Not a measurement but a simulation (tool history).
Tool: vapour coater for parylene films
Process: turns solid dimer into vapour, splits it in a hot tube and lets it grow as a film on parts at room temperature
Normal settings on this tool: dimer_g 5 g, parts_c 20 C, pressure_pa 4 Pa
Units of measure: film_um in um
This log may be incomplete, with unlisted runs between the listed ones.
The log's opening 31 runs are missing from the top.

run    hour  dimer_g  parts_c  pressure_pa  hours of work since the trap's valve was overhauled  hours of work since the table's thermometer was calibrated  film_um
 32  1181.4        5       15            4                                                   29                                                         438     2.11
 33  1210.1        6       18         2.43                                                   53                                                         463     2.52
 34  1233.1        3       18        11.91                                                   73                                                         482     0.96
 35  1266.4        7       20         8.28                                                  102                                                         511     2.23
 36  1306.5        5       20         3.24                                                  136                                                         546     1.86
 37    1330        5       15         5.23                                                  157                                                         566     1.99
 38  1365.2        3       17         5.06                                                  187                                                         596     1.13
 39  1392.1        3       17         5.06                                                  210                                                         619      1.1
 40  1435.3        3       17         5.06                                                  247                                                         656     1.12
 41  1484.1        3       17         5.06                                                  289                                                         698     1.09
 42  1509.6        5       27         3.55                                                  311                                                         720     1.46
 43  1551.7        5       21         3.55                                                  347                                                         757     1.74
 44  1590.8        5       21         3.55                                                  381                                                         790     1.73
 45  1642.3        4       24          2.2                                                  425                                                         835     1.38

Below are 4 alternative next runs, each starting from the tool's condition after run 45. Predict each:
     1660.8  -- table's thermometer calibrated
  A  1666.7        3       25         4.71                                                  446                                                           5        ?
     1660.8  -- table's thermometer calibrated
  B  1666.7        3       16         7.48                                                  446                                                           5        ?
     1660.8  -- table's thermometer calibrated
  C  1666.7        7       19          2.2                                                  446                                                           5        ?
     1660.8  -- table's thermometer calibrated
  D  1666.7        8       20            4                                                  446                                                           5        ?

run  film_um
  A     0.91
  B     1.12
  C     2.88
  D      2.9
Had the tool no hidden state, the same runs would have come out as:
run  film_um
  A     0.96
  B     1.17
  C     3.01
  D     3.03
